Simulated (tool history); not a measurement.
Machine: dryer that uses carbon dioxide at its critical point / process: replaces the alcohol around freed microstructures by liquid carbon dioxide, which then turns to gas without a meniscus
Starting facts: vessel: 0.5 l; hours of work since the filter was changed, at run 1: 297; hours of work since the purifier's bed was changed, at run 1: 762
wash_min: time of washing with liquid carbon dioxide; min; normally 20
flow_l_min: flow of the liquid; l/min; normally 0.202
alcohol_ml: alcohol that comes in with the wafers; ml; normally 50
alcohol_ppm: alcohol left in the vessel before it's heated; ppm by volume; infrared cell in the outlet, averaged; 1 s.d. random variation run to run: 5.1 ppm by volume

run,hour,wash_min,flow_l_min,alcohol_ml,hours of work since the filter was changed,hours of work since the purifier's bed was changed,alcohol_ppm
1,0,20,0.202,50,297,762,229
2,34.4,20,0.202,44,320,786,219
3,81,20,0.202,50,351,817,240
4,130.1,20,0.202,50,384,850,271
5,186.2,20,0.202,50,421,887,288
6,233.8,20,0.202,50,453,919,303
# hour 292.3: inlet filter changed
7,292.3,27,0.202,50,0,958,117
8,328.7,27,0.202,50,24,982,132
9,397.6,27,0.202,50,71,1028,142
10,459.3,25,0.202,50,112,1070,145
# hour 489.3: purifier's bed changed
11,517.1,20,0.202,50,149,19,94
12,551.3,21,0.202,50,172,42,69
13,607.8,16,0.154,39,209,79,1119

Run 14, settings as shown, results not yet in. Your forecast:
14,673.9,22,0.213,38,254,124,?

alcohol_ppm: 48 ppm by volume
On a tool with no hidden condition, and with the same random variation, this run would have come out at alcohol_ppm 19 ppm by volume.

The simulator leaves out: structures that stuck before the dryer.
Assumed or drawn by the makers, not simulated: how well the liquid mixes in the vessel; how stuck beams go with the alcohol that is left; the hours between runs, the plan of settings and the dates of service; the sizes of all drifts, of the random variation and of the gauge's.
